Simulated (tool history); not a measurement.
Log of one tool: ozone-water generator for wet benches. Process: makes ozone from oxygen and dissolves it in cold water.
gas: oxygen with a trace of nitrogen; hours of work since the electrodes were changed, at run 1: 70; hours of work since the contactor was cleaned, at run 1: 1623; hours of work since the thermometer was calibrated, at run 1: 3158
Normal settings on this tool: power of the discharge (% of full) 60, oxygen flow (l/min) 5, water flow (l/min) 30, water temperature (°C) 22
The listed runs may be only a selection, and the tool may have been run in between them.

| run | day | power of the discharge (% of full) | oxygen flow (l/min) | water flow (l/min) | water temperature (°C) | hours of work since the electrodes were changed | hours of work since the contactor was cleaned | hours of work since the thermometer was calibrated | dissolved ozone (ppm) | ozone in the gas ahead of the water (g/m3) |
|---|---|---|---|---|---|---|---|---|---|---|
| 1 | 0 | 60 | 5 | 30 | 22 | 70 | 1623 | 3158 | 13.2 | 148.9 |
| 2 | 1.175 | 60 | 5 | 30 | 22 | 88 | 1640 | 3175 | 13 | 150 |
| 3 | 2.483 | 60 | 5 | 30 | 22 | 107 | 1659 | 3194 | 12.9 | 147.3 |
| 4 | 3.3 | 60 | 5 | 24 | 22 | 119 | 1671 | 3206 | 16 | 148.3 |
| 5 | 4.233 | 60 | 5 | 30 | 22 | 132 | 1685 | 3220 | 13 | 149.3 |
| 6 | 5.246 | 60 | 5 | 30 | 22 | 147 | 1700 | 3235 | 12.8 | 147.5 |
| 7 | 6.442 | 60 | 5 | 30 | 22 | 164 | 1717 | 3252 | 12.9 | 149.4 |
| 8 | 7.546 | 60 | 5 | 30 | 22 | 181 | 1733 | 3268 | 13 | 148.6 |
| 9 | 8.646 | 60 | 5 | 30 | 22 | 197 | 1749 | 3284 | 13 | 148.5 |
| 10 | 9.792 | 60 | 5 | 30 | 22 | 213 | 1766 | 3301 | 12.9 | 147.8 |
| 11 | 10.575 | 83 | 5 | 30 | 22 | 225 | 1778 | 3312 | 16.5 | 189.3 |
| 12 | 11.792 | 83 | 5 | 30 | 22 | 243 | 1795 | 3330 | 16.3 | 188.7 |
| 13 | 13.129 | 60 | 5 | 30 | 22 | 262 | 1815 | 3350 | 12.8 | 149.2 |
| 14 | 13.767 | 60 | 5 | 30 | 22 | 271 | 1824 | 3359 | 13 | 146.7 |
| 15 | 14.879 | 40 | 5 | 30 | 22 | 288 | 1840 | 3375 | 9.3 | 108.9 |
| 16 | 15.921 | 60 | 5 | 30 | 20 | 303 | 1856 | 3391 | 13.3 | 148.2 |
| 17 | 17.196 | 91 | 3.66 | 32 | 24 | 321 | 1874 | 3409 | 15.1 | 230.2 |
| 18 | 17.812 | 51 | 5 | 30 | 22 | 330 | 1883 | 3418 | 11.4 | 130.7 |
| 19 | 18.638 | 45 | 5 | 30 | 22 | 343 | 1895 | 3430 | 10.4 | 118.5 |
| 20 | 19.546 | 45 | 5 | 30 | 22 | 356 | 1909 | 3444 | 10.2 | 119.4 |
| 21 | 20.238 | 47 | 6.9 | 30 | 17 | 366 | 1919 | 3454 | 11.9 | 107 |
| 22 | 21.158 | 47 | 6.9 | 27 | 23 | 379 | 1932 | 3467 | 11.9 | 106.2 |
| 23 | 22.55 | 47 | 3.38 | 40 | 29 | 400 | 1952 | 3487 | 6.6 | 143.3 |
| 24 | 23.546 | 47 | 3.38 | 40 | 29 | 414 | 1967 | 3502 | 6.8 | 144.5 |
| 25 | 24.683 | 43 | 3.38 | 40 | 29 | 431 | 1984 | 3519 | 6.2 | 135.3 |
| 26 | 26.017 | 81 | 5 | 18 | 22 | 450 | 2003 | 3538 | 24.2 | 183.1 |
| 27 | 26.625 | 78 | 4.44 | 38 | 15 | 459 | 2012 | 3547 | 12.7 | 187.1 |
| 28 | 27.262 | 78 | 2.61 | 38 | 15 | 468 | 2021 | 3556 | 10.5 | 234.1 |
| 29 | 28.417 | 47 | 4.81 | 35 | 20 | 485 | 2038 | 3573 | 9.2 | 122.7 |
| 30 | 29.638 | 60 | 5 | 19 | 22 | 503 | 2056 | 3591 | 18.5 | 147 |
| 31 | 30.925 | 83 | 2.81 | 30 | 17 | 522 | 2075 | 3610 | 14.3 | 238.5 |
| 32 | 31.617 | 43 | 5 | 30 | 22 | 532 | 2085 | 3620 | 10 | 112.4 |

Each run again, without the hidden state but with its own random variation kept:
The hidden state here: yield of the discharge, % of new electrodes'; contactor's efficiency, % of a clean one's; true water temperature over the reading, C; drift of the gauge itself on ozone_ppm, %; drift of the gauge itself on gas_g_m3, %.
| run | dissolved ozone (ppm) | ozone in the gas ahead of the water (g/m3) |
|---|---|---|
| 1 | 13.3 | 148.2 |
| 2 | 13.1 | 149.4 |
| 3 | 13 | 146.9 |
| 4 | 16.1 | 147.9 |
| 5 | 13.2 | 149 |
| 6 | 13 | 147.3 |
| 7 | 13.1 | 149.2 |
| 8 | 13.2 | 148.6 |
| 9 | 13.2 | 148.6 |
| 10 | 13.1 | 148 |
| 11 | 16.8 | 189.7 |
| 12 | 16.6 | 189.2 |
| 13 | 13.1 | 149.7 |
| 14 | 13.3 | 147.2 |
| 15 | 9.5 | 109.2 |
| 16 | 13.6 | 148.9 |
| 17 | 15.5 | 232.1 |
| 18 | 11.6 | 131.4 |
| 19 | 10.6 | 119.1 |
| 20 | 10.5 | 120 |
| 21 | 12.2 | 107.7 |
| 22 | 12.2 | 106.9 |
| 23 | 6.8 | 144.4 |
| 24 | 7 | 145.6 |
| 25 | 6.3 | 136.4 |
| 26 | 24.8 | 185.7 |
| 27 | 13.1 | 189.8 |
| 28 | 10.9 | 237.6 |
| 29 | 9.5 | 124 |
| 30 | 19 | 148.9 |
| 31 | 14.9 | 242.9 |
| 32 | 10.3 | 113.6 |
